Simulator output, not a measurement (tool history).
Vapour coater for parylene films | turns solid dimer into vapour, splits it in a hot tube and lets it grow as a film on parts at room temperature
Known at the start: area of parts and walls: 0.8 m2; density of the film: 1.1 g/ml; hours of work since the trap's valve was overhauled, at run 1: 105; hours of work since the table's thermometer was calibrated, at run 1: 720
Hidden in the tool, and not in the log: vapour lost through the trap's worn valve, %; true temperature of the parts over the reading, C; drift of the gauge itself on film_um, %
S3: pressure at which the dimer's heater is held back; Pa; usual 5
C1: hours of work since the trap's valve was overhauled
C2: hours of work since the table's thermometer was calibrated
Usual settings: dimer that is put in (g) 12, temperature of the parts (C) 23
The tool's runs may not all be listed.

Run 1, day 0: usual settings; C1 105; C2 720. Result: thickness of the film (µm) 7.42.
Run 2, day 1.346: usual settings but temperature of the parts (C) 32; C1 128; C2 742. Result: thickness of the film (µm) 5.07.
Run 3, day 3.2: usual settings; C1 159; C2 773. Result: thickness of the film (µm) 7.37.
Run 4, day 4.725: usual settings; C1 184; C2 798. Result: thickness of the film (µm) 7.26.
Run 5, day 5.583: usual settings; C1 198; C2 813. Result: thickness of the film (µm) 7.27.
Run 6, day 7.129: usual settings; C1 224; C2 838. Result: thickness of the film (µm) 7.18.
Run 7, day 9.075: usual settings but dimer that is put in (g) 10; C1 256; C2 871. Result: thickness of the film (µm) 6.
Run 8, day 10.546: usual settings but dimer that is put in (g) 10; C1 281; C2 895. Result: thickness of the film (µm) 5.98.
Run 9, day 11.608: usual settings; C1 298; C2 913. Result: thickness of the film (µm) 7.1.
Run 10, day 12.838: usual settings; C1 319; C2 933. Result: thickness of the film (µm) 7.1.
Run 11, day 13.671: usual settings; C1 332; C2 947. Result: thickness of the film (µm) 7.11.
Run 12, day 14.638: usual settings; C1 348; C2 963. Result: thickness of the film (µm) 7.08.
Run 13, day 15.508: usual settings; C1 363; C2 977. Result: thickness of the film (µm) 7.03.
Run 14, day 17.229: usual settings; C1 392; C2 1006. Result: thickness of the film (µm) 6.98.
At day 18.362: trap's valve overhauled.
Run 15, day 19.308: usual settings; C1 16; C2 1038. Result: thickness of the film (µm) 7.63.
Run 16, day 21.142: usual settings; C1 46; C2 1068. Result: thickness of the film (µm) 7.5.
Run 17, day 22.675: usual settings; C1 72; C2 1094. Result: thickness of the film (µm) 7.6.
Run 18, day 24.204: usual settings; C1 97; C2 1119. Result: thickness of the film (µm) 7.41.
Run 19, day 25.929: usual settings; C1 126; C2 1148. Result: thickness of the film (µm) 7.5.
Run 20, day 26.808: usual settings but dimer that is put in (g) 5; C1 140; C2 1162. Result: thickness of the film (µm) 3.09.
Run 21, day 27.929: usual settings but dimer that is put in (g) 5; C1 159; C2 1181. Result: thickness of the film (µm) 3.08.
Run 22, day 29.721: usual settings but temperature of the parts (C) 20; C1 189; C2 1211. Result: thickness of the film (µm) 8.35.
Run 23, day 31.208: usual settings but S3 5.34 Pa; C1 213; C2 1235. Result: thickness of the film (µm) 7.29.
Run 24, day 32.129: usual settings but S3 5.73 Pa; C1 229; C2 1251. Result: thickness of the film (µm) 7.11.
Run 25, day 33.4: usual settings but dimer that is put in (g) 9, temperature of the parts (C) 24, S3 7.79 Pa; C1 250; C2 1272. Result: thickness of the film (µm) 4.69.
Run 26, day 34.771: usual settings but dimer that is put in (g) 9, temperature of the parts (C) 28, S3 4.33 Pa; C1 272; C2 1295. Result: thickness of the film (µm) 4.55.
Run 27, day 36.679: usual settings but dimer that is put in (g) 9, temperature of the parts (C) 28, S3 2.21 Pa; C1 304; C2 1326. Result: thickness of the film (µm) 5.32.
Run 28, day 37.738: usual settings but dimer that is put in (g) 7, temperature of the parts (C) 19; C1 322; C2 1344. Result: thickness of the film (µm) 4.96.
Run 29, day 38.621: usual settings but dimer that is put in (g) 11, temperature of the parts (C) 16, S3 11.7 Pa; C1 336; C2 1358. Result: thickness of the film (µm) 7.14.
Run 30, day 40.55: usual settings but dimer that is put in (g) 11, temperature of the parts (C) 17, S3 6.27 Pa; C1 368; C2 1390. Result: thickness of the film (µm) 7.87.
Run 31, day 41.533: usual settings but dimer that is put in (g) 13, temperature of the parts (C) 25, S3 6.88 Pa; C1 385; C2 1407. Result: thickness of the film (µm) 6.46.
At day 43.038: trap's valve overhauled.
Run 32, day 43.196: usual settings but dimer that is put in (g) 13, temperature of the parts (C) 25, S3 6.88 Pa; C1 3; C2 1432. Result: thickness of the film (µm) 7.19.
Run 33, day 44.175: usual settings but temperature of the parts (C) 19; C1 19; C2 1448. Result: thickness of the film (µm) 9.07.
Run 34, day 45.312: usual settings but dimer that is put in (g) 15, temperature of the parts (C) 29, S3 6.67 Pa; C1 38; C2 1467. Result: thickness of the film (µm) 6.97.
Run 35, day 46.992: usual settings but S3 7.89 Pa; C1 66; C2 1495. Result: thickness of the film (µm) 6.75.
Run 36, day 48.533: usual settings but dimer that is put in (g) 16, temperature of the parts (C) 19, S3 3.97 Pa; C1 91; C2 1520. Result: thickness of the film (µm) 12.61.
At day 50.279: table's thermometer calibrated.
Run 37, day 50.562: usual settings but dimer that is put in (g) 10, temperature of the parts (C) 16, S3 3.05 Pa; C1 124; C2 5. Result: thickness of the film (µm) 9.11.
Run 38, day 52.558: usual settings but dimer that is put in (g) 9, temperature of the parts (C) 21, S3 2.85 Pa; C1 157; C2 38. Result: thickness of the film (µm) 6.76.
Run 39, day 54.521: usual settings but dimer that is put in (g) 8, S3 8.58 Pa; C1 190; C2 70. Result: thickness of the film (µm) 4.19.
Run 40, day 56.492: usual settings but temperature of the parts (C) 27; C1 223; C2 103. Result: thickness of the film (µm) 6.02.

The next listed run, before its measurement:
Run 41, day 58.408: usual settings but dimer that is put in (g) 14, temperature of the parts (C) 15, S3 3.18 Pa; C1 255; C2 135. Result: thickness of the film (µm) ?.

Run 41 gave thickness of the film (µm) 12.8.
Without the tool's hidden state the same run would have given thickness of the film (µm) 13.61.
